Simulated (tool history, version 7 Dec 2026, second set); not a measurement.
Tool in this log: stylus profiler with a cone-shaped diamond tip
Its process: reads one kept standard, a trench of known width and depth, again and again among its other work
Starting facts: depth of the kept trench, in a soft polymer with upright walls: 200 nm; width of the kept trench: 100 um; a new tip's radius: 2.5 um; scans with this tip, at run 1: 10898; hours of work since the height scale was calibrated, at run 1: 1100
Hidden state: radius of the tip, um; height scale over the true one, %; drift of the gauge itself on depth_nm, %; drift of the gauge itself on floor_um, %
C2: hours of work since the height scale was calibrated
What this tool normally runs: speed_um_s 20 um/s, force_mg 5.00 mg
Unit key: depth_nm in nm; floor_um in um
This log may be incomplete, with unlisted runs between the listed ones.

Run 1, hour 0.0: usual settings; scans with this tip 10898; C2 1100. Result: depth_nm 201.83 nm, floor_um 98.01 um.
Run 2, hour 93.7: usual settings; scans with this tip 11306; C2 1141. Result: depth_nm 201.74 nm, floor_um 98.02 um.
Run 3, hour 145.8: usual settings; scans with this tip 11533; C2 1164. Result: depth_nm 201.99 nm, floor_um 98.02 um.
Run 4, hour 198.4: usual settings; scans with this tip 11762; C2 1187. Result: depth_nm 201.86 nm, floor_um 97.97 um.
Run 5, hour 294.9: usual settings; scans with this tip 12183; C2 1230. Result: depth_nm 201.80 nm, floor_um 98.02 um.
Run 6, hour 386.9: usual settings; scans with this tip 12583; C2 1270. Result: depth_nm 201.79 nm, floor_um 98.00 um.
Run 7, hour 493.2: usual settings; scans with this tip 13046; C2 1317. Result: depth_nm 201.94 nm, floor_um 98.02 um.
Run 8, hour 579.0: usual settings but force_mg 2.36 mg; scans with this tip 13420; C2 1355. Result: depth_nm 201.23 nm, floor_um 97.93 um.
Run 9, hour 687.6: usual settings but force_mg 2.74 mg; scans with this tip 13893; C2 1402. Result: depth_nm 201.12 nm, floor_um 98.00 um.
Run 10, hour 763.3: usual settings; scans with this tip 14223; C2 1436. Result: depth_nm 201.93 nm, floor_um 97.97 um.
Run 11, hour 875.6: usual settings; scans with this tip 14712; C2 1485. Result: depth_nm 201.95 nm, floor_um 98.02 um.
Run 12, hour 946.2: usual settings; scans with this tip 15020; C2 1516. Result: depth_nm 201.91 nm, floor_um 97.98 um.
Run 13, hour 1016.6: usual settings but speed_um_s 26 um/s; scans with this tip 15327; C2 1547. Result: depth_nm 201.95 nm, floor_um 97.90 um.
Run 14, hour 1089.4: usual settings but speed_um_s 26 um/s; scans with this tip 15644; C2 1579. Result: depth_nm 201.84 nm, floor_um 97.95 um.
Run 15, hour 1199.3: usual settings but speed_um_s 13 um/s; scans with this tip 16123; C2 1627. Result: depth_nm 201.65 nm, floor_um 97.96 um.
Run 16, hour 1293.6: usual settings but speed_um_s 13 um/s; scans with this tip 16534; C2 1669. Result: depth_nm 201.81 nm, floor_um 97.98 um.
Run 17, hour 1386.8: usual settings; scans with this tip 16940; C2 1710. Result: depth_nm 202.02 nm, floor_um 98.00 um.
Run 18, hour 1437.9: usual settings; scans with this tip 17162; C2 1732. Result: depth_nm 201.80 nm, floor_um 97.99 um.
Run 19, hour 1550.7: usual settings; scans with this tip 17654; C2 1782. Result: depth_nm 201.88 nm, floor_um 97.96 um.
Run 20, hour 1636.1: usual settings; scans with this tip 18026; C2 1820. Result: depth_nm 201.79 nm, floor_um 97.94 um.
Run 21, hour 1723.5: usual settings but speed_um_s 19 um/s; scans with this tip 18407; C2 1858. Result: depth_nm 201.87 nm, floor_um 97.97 um.
Run 22, hour 1779.5: usual settings but speed_um_s 49 um/s; scans with this tip 18651; C2 1883. Result: depth_nm 201.77 nm, floor_um 97.90 um.
Run 23, hour 1879.1: usual settings but speed_um_s 49 um/s; scans with this tip 19085; C2 1926. Result: depth_nm 201.69 nm, floor_um 97.92 um.
Run 24, hour 1943.4: usual settings but speed_um_s 6 um/s, force_mg 3.99 mg; scans with this tip 19365; C2 1955. Result: depth_nm 201.67 nm, floor_um 97.97 um.
Run 25, hour 2007.4: usual settings but speed_um_s 40 um/s, force_mg 2.20 mg; scans with this tip 19644; C2 1983. Result: depth_nm 201.17 nm, floor_um 97.90 um.
Run 26, hour 2081.4: usual settings but speed_um_s 39 um/s, force_mg 4.54 mg; scans with this tip 19966; C2 2015. Result: depth_nm 201.84 nm, floor_um 97.90 um.
Run 27, hour 2175.5: usual settings but speed_um_s 15 um/s, force_mg 4.54 mg; scans with this tip 20376; C2 2057. Result: depth_nm 201.65 nm, floor_um 97.97 um.
Run 28, hour 2265.4: usual settings but speed_um_s 15 um/s, force_mg 4.54 mg; scans with this tip 20768; C2 2096. Result: depth_nm 201.82 nm, floor_um 98.03 um.
Run 29, hour 2353.1: usual settings but speed_um_s 13 um/s; scans with this tip 21150; C2 2135. Result: depth_nm 201.69 nm, floor_um 98.01 um.
Run 30, hour 2424.6: usual settings but speed_um_s 13 um/s; scans with this tip 21461; C2 2166. Result: depth_nm 201.96 nm, floor_um 97.99 um.
Run 31, hour 2492.4: usual settings but speed_um_s 52 um/s, force_mg 2.12 mg; scans with this tip 21757; C2 2196. Result: depth_nm 200.73 nm, floor_um 97.86 um.
Run 32, hour 2577.9: usual settings but speed_um_s 9 um/s, force_mg 13.17 mg; scans with this tip 22129; C2 2234. Result: depth_nm 203.81 nm, floor_um 98.04 um.
Run 33, hour 2691.3: usual settings but speed_um_s 26 um/s, force_mg 1.99 mg; scans with this tip 22623; C2 2284. Result: depth_nm 201.04 nm, floor_um 97.97 um.
Run 34, hour 2756.8: usual settings but speed_um_s 26 um/s, force_mg 1.99 mg; scans with this tip 22909; C2 2312. Result: depth_nm 201.09 nm, floor_um 97.90 um.
Run 35, hour 2820.7: usual settings but speed_um_s 31 um/s, force_mg 1.69 mg; scans with this tip 23187; C2 2341. Result: depth_nm 200.94 nm, floor_um 97.92 um.
Run 36, hour 2915.3: usual settings but speed_um_s 59 um/s, force_mg 9.85 mg; scans with this tip 23599; C2 2382. Result: depth_nm 203.19 nm, floor_um 97.92 um.
Run 37, hour 2982.2: usual settings but speed_um_s 59 um/s, force_mg 9.85 mg; scans with this tip 23891; C2 2412. Result: depth_nm 202.98 nm, floor_um 97.90 um.
Run 38, hour 3086.3: usual settings but speed_um_s 74 um/s, force_mg 12.56 mg; scans with this tip 24344; C2 2457. Result: depth_nm 203.41 nm, floor_um 97.93 um.
At hour 3134.4: height scale calibrated on a step standard.
Run 39, hour 3178.7: usual settings but speed_um_s 7 um/s, force_mg 8.30 mg; scans with this tip 24745; C2 20. Result: depth_nm 202.56 nm, floor_um 97.99 um.
Run 40, hour 3241.4: usual settings but speed_um_s 7 um/s, force_mg 8.30 mg; scans with this tip 25018; C2 47. Result: depth_nm 202.65 nm, floor_um 98.03 um.
Run 41, hour 3295.1: usual settings but speed_um_s 58 um/s, force_mg 5.49 mg; scans with this tip 25252; C2 71. Result: depth_nm 201.78 nm, floor_um 97.91 um.
Run 42, hour 3378.8: usual settings but speed_um_s 75 um/s, force_mg 11.92 mg; scans with this tip 25617; C2 108. Result: depth_nm 203.33 nm, floor_um 97.97 um.
Run 43, hour 3485.6: usual settings but speed_um_s 19 um/s, force_mg 3.05 mg; scans with this tip 26082; C2 154. Result: depth_nm 201.48 nm, floor_um 97.96 um.
Run 44, hour 3572.7: usual settings but speed_um_s 6 um/s, force_mg 1.83 mg; scans with this tip 26461; C2 193. Result: depth_nm 201.07 nm, floor_um 97.97 um.
Run 45, hour 3645.2: usual settings but speed_um_s 75 um/s, force_mg 12.56 mg; scans with this tip 26777; C2 225. Result: depth_nm 203.67 nm, floor_um 97.91 um.

Hidden state at the last listed run before each entry between runs and at the first one after, where it differs:
After run 38, before run 39: height scale calibrated on a step standard (hour 3134.4)
  radius of the tip, um: 2.55 -> 2.56; height scale over the true one, %: 0.014 -> 0
  measured less the result without the state, floor_um: -0.02 -> -0.02 um
